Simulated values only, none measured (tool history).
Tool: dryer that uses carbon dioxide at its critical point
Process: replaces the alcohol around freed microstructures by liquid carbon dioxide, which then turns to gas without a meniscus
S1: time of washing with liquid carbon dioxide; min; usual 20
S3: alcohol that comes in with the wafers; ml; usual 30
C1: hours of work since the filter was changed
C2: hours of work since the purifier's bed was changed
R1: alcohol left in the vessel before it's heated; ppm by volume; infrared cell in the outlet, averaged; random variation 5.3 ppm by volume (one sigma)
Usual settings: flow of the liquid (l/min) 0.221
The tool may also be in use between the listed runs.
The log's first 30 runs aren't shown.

{"run": 31, "hour": 836.7, "S1": 28, "flow of the liquid (l/min)": 0.176, "S3": 93, "C1": 218, "C2": 828, "R1": 336}
{"run": 32, "hour": 861.8, "S1": 28, "flow of the liquid (l/min)": 0.176, "S3": 93, "C1": 229, "C2": 839, "R1": 360}
{"run": 33, "hour": 879.3, "S1": 28, "flow of the liquid (l/min)": 0.176, "S3": 93, "C1": 236, "C2": 847, "R1": 350}
{"hour": 901.3, "done": "inlet filter changed"}
{"run": 34, "hour": 917.0, "S1": 28, "flow of the liquid (l/min)": 0.144, "S3": 29, "C1": 7, "C2": 862, "R1": 236}
{"run": 35, "hour": 938.2, "S1": 29, "flow of the liquid (l/min)": 0.161, "S3": 29, "C1": 16, "C2": 871, "R1": 116}
{"run": 36, "hour": 970.2, "S1": 24, "flow of the liquid (l/min)": 0.223, "S3": 58, "C1": 29, "C2": 885, "R1": 103}
{"run": 37, "hour": 1009.0, "S1": 24, "flow of the liquid (l/min)": 0.223, "S3": 58, "C1": 46, "C2": 901, "R1": 114}
{"run": 38, "hour": 1047.3, "S1": 24, "flow of the liquid (l/min)": 0.223, "S3": 58, "C1": 62, "C2": 918, "R1": 114}
{"run": 39, "hour": 1069.3, "S1": 15, "flow of the liquid (l/min)": 0.16, "S3": 77, "C1": 72, "C2": 927, "R1": 5631}
{"run": 40, "hour": 1095.2, "S1": 15, "flow of the liquid (l/min)": 0.26, "S3": 77, "C1": 83, "C2": 938, "R1": 741}
{"run": 41, "hour": 1129.7, "S1": 15, "flow of the liquid (l/min)": 0.221, "S3": 67, "C1": 97, "C2": 953, "R1": 1483}
{"run": 42, "hour": 1156.5, "S1": 28, "flow of the liquid (l/min)": 0.221, "S3": 30, "C1": 109, "C2": 964, "R1": 49}
{"run": 43, "hour": 1186.0, "S1": 28, "flow of the liquid (l/min)": 0.195, "S3": 120, "C1": 121, "C2": 977, "R1": 183}
{"run": 44, "hour": 1215.7, "S1": 24, "flow of the liquid (l/min)": 0.251, "S3": 30, "C1": 134, "C2": 989, "R1": 57}
{"run": 45, "hour": 1256.6, "S1": 20, "flow of the liquid (l/min)": 0.157, "S3": 31, "C1": 151, "C2": 1007, "R1": 993}
{"run": 46, "hour": 1290.9, "S1": 21, "flow of the liquid (l/min)": 0.221, "S3": 30, "C1": 166, "C2": 1021, "R1": 161}

5 ways to go on from here, each from the tool as it stands after run 46. What would each give?
{"run": "A", "hour": 1326.5, "S1": 25, "flow of the liquid (l/min)": 0.195, "S3": 28, "C1": 181, "C2": 1037, "R1": "?"}
{"run": "B", "hour": 1326.5, "S1": 15, "flow of the liquid (l/min)": 0.148, "S3": 30, "C1": 181, "C2": 1037, "R1": "?"}
{"run": "C", "hour": 1326.5, "S1": 20, "flow of the liquid (l/min)": 0.192, "S3": 23, "C1": 181, "C2": 1037, "R1": "?"}
{"run": "D", "hour": 1326.5, "S1": 22, "flow of the liquid (l/min)": 0.289, "S3": 29, "C1": 181, "C2": 1037, "R1": "?"}
{"run": "E", "hour": 1326.5, "S1": 22, "flow of the liquid (l/min)": 0.221, "S3": 35, "C1": 181, "C2": 1037, "R1": "?"}

run=A R1=131
run=B R1=3284
run=C R1=338
run=D R1=58
run=E R1=160
Without the tool's hidden state the same runs would have given:
run=A R1=53
run=B R1=2503
run=C R1=194
run=D R1=14
run=E R1=73
